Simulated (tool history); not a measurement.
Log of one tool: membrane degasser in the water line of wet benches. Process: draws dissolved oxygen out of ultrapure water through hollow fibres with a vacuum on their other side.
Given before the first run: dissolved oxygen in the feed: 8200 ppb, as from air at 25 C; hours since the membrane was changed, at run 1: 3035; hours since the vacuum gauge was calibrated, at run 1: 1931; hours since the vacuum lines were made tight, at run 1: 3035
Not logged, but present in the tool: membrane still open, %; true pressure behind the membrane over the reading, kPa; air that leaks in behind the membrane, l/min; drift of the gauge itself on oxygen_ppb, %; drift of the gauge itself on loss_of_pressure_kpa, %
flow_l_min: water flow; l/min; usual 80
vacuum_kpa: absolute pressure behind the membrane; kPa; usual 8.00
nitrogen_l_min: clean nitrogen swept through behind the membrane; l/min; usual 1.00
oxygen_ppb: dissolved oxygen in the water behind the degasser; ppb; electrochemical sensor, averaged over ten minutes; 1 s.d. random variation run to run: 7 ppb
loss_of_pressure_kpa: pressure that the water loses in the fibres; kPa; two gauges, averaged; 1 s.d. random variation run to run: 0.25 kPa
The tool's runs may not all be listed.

| run | hour | flow_l_min | vacuum_kpa | nitrogen_l_min | hours since the membrane was changed | hours since the vacuum gauge was calibrated | hours since the vacuum lines were made tight | oxygen_ppb | loss_of_pressure_kpa |
|---|---|---|---|---|---|---|---|---|---|
| 1 | 0.0 | 80 | 8.00 | 1.00 | 3035 | 1931 | 3035 | 720.0 | 68.69 |
| 2 | 146.5 | 80 | 8.00 | 1.00 | 3182 | 2077 | 3182 | 704.0 | 68.93 |
| 3 | 333.0 | 80 | 8.00 | 1.00 | 3368 | 2264 | 3368 | 704.3 | 68.63 |
| 4 | 460.3 | 80 | 8.00 | 1.00 | 3496 | 2391 | 3496 | 717.5 | 68.35 |
| 5 | 560.6 | 80 | 8.00 | 1.00 | 3596 | 2492 | 3596 | 719.4 | 69.07 |
| 6 | 661.1 | 69 | 8.00 | 1.00 | 3697 | 2592 | 3697 | 607.6 | 59.46 |
| 7 | 810.7 | 69 | 8.00 | 1.00 | 3846 | 2742 | 3846 | 613.0 | 59.56 |
| 8 | 913.0 | 52 | 8.00 | 1.00 | 3948 | 2844 | 3948 | 464.5 | 44.96 |
| 9 | 1025.7 | 101 | 8.00 | 1.00 | 4061 | 2957 | 4061 | 942.4 | 86.90 |
| 10 | 1192.6 | 80 | 8.86 | 1.49 | 4228 | 3124 | 4228 | 640.2 | 68.97 |
| 11 | 1355.1 | 68 | 8.86 | 1.55 | 4391 | 3286 | 4391 | 529.1 | 58.73 |
| 12 | 1449.5 | 68 | 13.69 | 0.95 | 4485 | 3380 | 4485 | 1213.9 | 58.57 |
| 13 | 1615.1 | 68 | 13.69 | 0.95 | 4651 | 3546 | 4651 | 1237.2 | 58.52 |
| 14 | 1725.5 | 68 | 8.00 | 1.00 | 4761 | 3656 | 4761 | 604.1 | 58.73 |
| 15 | 1898.9 | 56 | 5.26 | 1.71 | 4934 | 3830 | 4934 | 169.9 | 48.46 |

Forecast each of these 3 alternatives for the next run:
| A | 2001.3 | 64 | 11.96 | 0.47 | 5037 | 3932 | 5037 | ? | ? |
| B | 2001.3 | 80 | 14.33 | 0.49 | 5037 | 3932 | 5037 | ? | ? |
| C | 2001.3 | 73 | 8.00 | 1.48 | 5037 | 3932 | 5037 | ? | ? |

| run | oxygen_ppb | loss_of_pressure_kpa |
|---|---|---|
| A | 1505.7 | 55.08 |
| B | 2025.0 | 69.73 |
| C | 517.7 | 63.42 |
Without the tool's hidden state the same runs would have given:
| run | oxygen_ppb | loss_of_pressure_kpa |
|---|---|---|
| A | 1485.4 | 53.67 |
| B | 2003.4 | 67.95 |
| C | 495.1 | 61.80 |
